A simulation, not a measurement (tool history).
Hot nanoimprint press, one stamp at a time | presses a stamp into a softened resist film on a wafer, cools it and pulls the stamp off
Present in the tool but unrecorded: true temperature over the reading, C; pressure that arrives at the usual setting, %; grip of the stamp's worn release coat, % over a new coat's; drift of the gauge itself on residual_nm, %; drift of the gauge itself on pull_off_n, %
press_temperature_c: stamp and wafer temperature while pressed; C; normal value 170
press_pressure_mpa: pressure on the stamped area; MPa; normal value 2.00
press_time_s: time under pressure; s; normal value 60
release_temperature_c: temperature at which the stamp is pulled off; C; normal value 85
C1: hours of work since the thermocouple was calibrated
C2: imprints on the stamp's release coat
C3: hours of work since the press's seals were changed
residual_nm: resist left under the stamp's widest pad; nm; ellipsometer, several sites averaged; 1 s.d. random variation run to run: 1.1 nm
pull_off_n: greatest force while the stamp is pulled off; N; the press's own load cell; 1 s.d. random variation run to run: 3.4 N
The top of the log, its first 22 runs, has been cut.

run 23 hour=1245.4 | press_temperature_c=170 press_pressure_mpa=2.27 press_time_s=67 release_temperature_c=85 | C1=117 C2=1512 C3=1217 | residual_nm=167.4 pull_off_n=196
run 24 hour=1317.8 | press_temperature_c=170 press_pressure_mpa=2.72 press_time_s=39 release_temperature_c=79 | C1=167 C2=1692 C3=1267 | residual_nm=190.4 pull_off_n=245
-- hour=1373.9 stamp cleaned and given a new release coat
run 25 hour=1387.9 | press_temperature_c=162 press_pressure_mpa=1.95 press_time_s=118 release_temperature_c=81 | C1=212 C2=35 C3=1312 | residual_nm=200.8 pull_off_n=181
-- hour=1448.1 press's hydraulic seals changed and the load cell set to zero
run 26 hour=1461.3 | press_temperature_c=172 press_pressure_mpa=2.40 press_time_s=118 release_temperature_c=81 | C1=258 C2=198 C3=9 | residual_nm=115.6 pull_off_n=192
run 27 hour=1514.3 | press_temperature_c=170 press_pressure_mpa=2.00 press_time_s=60 release_temperature_c=77 | C1=295 C2=330 C3=46 | residual_nm=176.3 pull_off_n=215
run 28 hour=1566.2 | press_temperature_c=170 press_pressure_mpa=1.39 press_time_s=44 release_temperature_c=89 | C1=331 C2=460 C3=82 | residual_nm=227.4 pull_off_n=162
run 29 hour=1630.3 | press_temperature_c=162 press_pressure_mpa=1.98 press_time_s=51 release_temperature_c=89 | C1=376 C2=620 C3=127 | residual_nm=247.0 pull_off_n=165
run 30 hour=1674.8 | press_temperature_c=162 press_pressure_mpa=1.98 press_time_s=51 release_temperature_c=89 | C1=407 C2=731 C3=158 | residual_nm=250.5 pull_off_n=160

Here are 4 independent what-if runs from the current tool condition. What would each one return?
run A hour=1741.4 | press_temperature_c=174 press_pressure_mpa=1.74 press_time_s=51 release_temperature_c=90 | C1=453 C2=897 C3=205 | residual_nm=? pull_off_n=?
run B hour=1741.4 | press_temperature_c=162 press_pressure_mpa=1.98 press_time_s=47 release_temperature_c=89 | C1=453 C2=897 C3=205 | residual_nm=? pull_off_n=?
run C hour=1741.4 | press_temperature_c=162 press_pressure_mpa=1.98 press_time_s=63 release_temperature_c=89 | C1=453 C2=897 C3=205 | residual_nm=? pull_off_n=?
run D hour=1741.4 | press_temperature_c=163 press_pressure_mpa=1.98 press_time_s=51 release_temperature_c=89 | C1=453 C2=897 C3=205 | residual_nm=? pull_off_n=?

run=A residual_nm=178.6 pull_off_n=164
run=B residual_nm=254.7 pull_off_n=175
run=C residual_nm=235.9 pull_off_n=173
run=D residual_nm=243.8 pull_off_n=173
Take away the tool's hidden state, keep each run's random variation, and the runs would have read:
run=A residual_nm=168.6 pull_off_n=139
run=B residual_nm=242.4 pull_off_n=149
run=C residual_nm=223.2 pull_off_n=148
run=D residual_nm=231.2 pull_off_n=147

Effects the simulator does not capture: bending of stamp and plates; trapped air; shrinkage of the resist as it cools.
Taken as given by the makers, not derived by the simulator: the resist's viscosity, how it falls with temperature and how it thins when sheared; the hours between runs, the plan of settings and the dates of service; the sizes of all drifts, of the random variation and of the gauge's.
